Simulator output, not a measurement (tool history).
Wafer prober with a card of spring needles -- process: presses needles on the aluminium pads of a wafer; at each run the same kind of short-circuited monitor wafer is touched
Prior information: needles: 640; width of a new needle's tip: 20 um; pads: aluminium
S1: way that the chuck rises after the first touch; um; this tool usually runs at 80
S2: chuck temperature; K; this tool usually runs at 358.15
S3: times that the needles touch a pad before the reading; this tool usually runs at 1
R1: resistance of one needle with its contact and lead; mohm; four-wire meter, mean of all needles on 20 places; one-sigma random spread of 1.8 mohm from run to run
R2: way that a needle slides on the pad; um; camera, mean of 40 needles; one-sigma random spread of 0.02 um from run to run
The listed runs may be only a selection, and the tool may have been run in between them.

run 1 hour=0.0 | S1=80 S2=358.15 S3=1 | R1=294 R2=15.52
-- hour=8.6 tips cleaned on abrasive film
run 2 hour=10.4 | S1=80 S2=358.15 S3=1 | R1=359 R2=15.43
run 3 hour=21.6 | S1=80 S2=349.15 S3=1 | R1=357 R2=15.43
-- hour=30.1 tips cleaned on abrasive film
run 4 hour=42.4 | S1=80 S2=358.15 S3=1 | R1=288 R2=15.45
-- hour=52.0 tips cleaned on abrasive film
-- hour=59.5 tips cleaned on abrasive film, once more
run 5 hour=61.3 | S1=80 S2=358.15 S3=1 | R1=212 R2=15.39
run 6 hour=77.4 | S1=80 S2=358.15 S3=1 | R1=303 R2=15.35
-- hour=81.9 tips cleaned on abrasive film
run 7 hour=88.1 | S1=80 S2=358.15 S3=1 | R1=253 R2=15.40
-- hour=104.5 tips cleaned on abrasive film
run 8 hour=105.0 | S1=80 S2=358.15 S3=1 | R1=206 R2=15.33
run 9 hour=115.2 | S1=80 S2=352.15 S3=1 | R1=283 R2=15.39
-- hour=120.6 height of the first contact set anew
-- hour=127.1 tips cleaned on abrasive film
run 10 hour=130.4 | S1=80 S2=352.15 S3=1 | R1=227 R2=15.69
run 11 hour=143.3 | S1=80 S2=352.15 S3=1 | R1=295 R2=15.70
-- hour=149.7 tips cleaned on abrasive film
run 12 hour=159.5 | S1=80 S2=352.15 S3=1 | R1=268 R2=15.69
-- hour=172.5 tips cleaned on abrasive film
run 13 hour=178.3 | S1=83 S2=358.15 S3=1 | R1=240 R2=16.25
run 14 hour=190.4 | S1=80 S2=327.15 S3=1 | R1=305 R2=15.71
-- hour=194.7 tips cleaned on abrasive film
run 15 hour=203.0 | S1=80 S2=312.15 S3=3 | R1=212 R2=15.66
-- hour=216.7 tips cleaned on abrasive film
run 16 hour=220.7 | S1=64 S2=299.15 S3=2 | R1=230 R2=12.48
-- hour=239.4 tips cleaned on abrasive film
run 17 hour=241.3 | S1=64 S2=302.15 S3=1 | R1=229 R2=12.51
run 18 hour=251.1 | S1=64 S2=302.15 S3=1 | R1=335 R2=12.47
-- hour=261.7 tips cleaned on abrasive film
run 19 hour=267.1 | S1=64 S2=302.15 S3=1 | R1=287 R2=12.47
run 20 hour=281.0 | S1=64 S2=302.15 S3=1 | R1=389 R2=12.44
-- hour=284.6 tips cleaned on abrasive film
run 21 hour=290.6 | S1=62 S2=306.15 S3=1 | R1=280 R2=12.05
run 22 hour=305.9 | S1=80 S2=302.15 S3=1 | R1=313 R2=15.61
-- hour=307.6 tips cleaned on abrasive film
run 23 hour=324.4 | S1=71 S2=392.15 S3=1 | R1=332 R2=13.81
-- hour=329.1 tips cleaned on abrasive film
run 24 hour=336.7 | S1=62 S2=358.15 S3=2 | R1=270 R2=12.05
run 25 hour=347.6 | S1=95 S2=347.15 S3=2 | R1=238 R2=18.54

Measured less the same run without the tool's hidden state. The same run-to-run variation is in both; the gauge's scatter may not be:
The hidden state here: debris on the tips, nm; way that the needles fall short of the set height, um; tips' diameter, um; drift of the gauge itself on contact_mohm, %; drift of the gauge itself on scrub_um, %.
run=1 R1=+102 R2=-0.20
run=2 R1=+169 R2=-0.27
run=3 R1=+169 R2=-0.27
run=4 R1=+95 R2=-0.29
run=5 R1=+23 R2=-0.32
run=6 R1=+113 R2=-0.32
run=7 R1=+61 R2=-0.33
run=8 R1=+16 R2=-0.34
run=9 R1=+93 R2=-0.34
run=10 R1=+40 R2=-0.02
run=11 R1=+108 R2=-0.02
run=12 R1=+82 R2=-0.03
run=13 R1=+51 R2=-0.04
run=14 R1=+120 R2=-0.04
run=15 R1=+31 R2=-0.06
run=16 R1=+47 R2=-0.07
run=17 R1=+49 R2=-0.08
run=18 R1=+153 R2=-0.08
run=19 R1=+104 R2=-0.09
run=20 R1=+205 R2=-0.10
run=21 R1=+95 R2=-0.11
run=22 R1=+135 R2=-0.11
run=23 R1=+130 R2=-0.12
run=24 R1=+72 R2=-0.14
run=25 R1=+54 R2=-0.13
